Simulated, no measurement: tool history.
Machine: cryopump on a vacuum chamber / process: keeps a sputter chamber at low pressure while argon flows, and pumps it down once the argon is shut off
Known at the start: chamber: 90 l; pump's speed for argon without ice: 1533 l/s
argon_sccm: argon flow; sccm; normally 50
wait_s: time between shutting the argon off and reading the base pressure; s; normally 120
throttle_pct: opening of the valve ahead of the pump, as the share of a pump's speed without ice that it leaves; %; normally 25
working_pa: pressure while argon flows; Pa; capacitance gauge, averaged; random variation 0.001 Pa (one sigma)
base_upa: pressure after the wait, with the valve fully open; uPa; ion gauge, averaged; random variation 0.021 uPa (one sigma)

run	hour	argon_sccm	wait_s	throttle_pct	working_pa	base_upa
1	0	50	120	25	0.2261	0.49
2	77.2	50	120	25	0.2276	0.56
3	122.7	50	120	25	0.2299	0.58
4	193.4	50	200	25	0.2331	0.56
# hour 253.6: pump warmed up, emptied and cooled again
5	276.1	50	120	25	0.2225	0.68
6	315.7	50	120	25	0.2224	0.68
7	375.7	50	120	25	0.2226	0.7
8	455.5	50	120	25	0.2256	0.75
9	522.4	50	120	25	0.2269	0.78
10	603.1	50	120	25	0.2273	0.83
11	647.2	50	120	25	0.2296	0.94
12	695.5	52	120	25	0.2396	0.96
13	738.5	52	120	25	0.2414	1.01
14	786.9	23	46	25	0.1076	1.43
# hour 813.2: pump warmed up, emptied and cooled again
15	871.2	39	56	28	0.1557	1.26
16	927.3	59	212	28	0.2369	0.89
17	1008.2	21	30	25	0.0951	1.84
18	1082.5	21	30	44	0.0543	1.87
19	1127.3	69	21	21	0.3718	2.41

Branching from run 19: 4 alternative next runs. What would each branch give?
A	1192.5	61	285	21	?	?
B	1192.5	69	21	30	?	?
C	1192.5	50	72	20	?	?
D	1192.5	80	27	40	?	?

run	working_pa	base_upa
A	0.3301	1.02
B	0.2641	2.46
C	0.2836	1.39
D	0.2349	2.2
Without the tool's hidden state the same runs would have given:
run	working_pa	base_upa
A	0.3197	0.27
B	0.2524	1.7
C	0.2751	0.62
D	0.2212	1.41
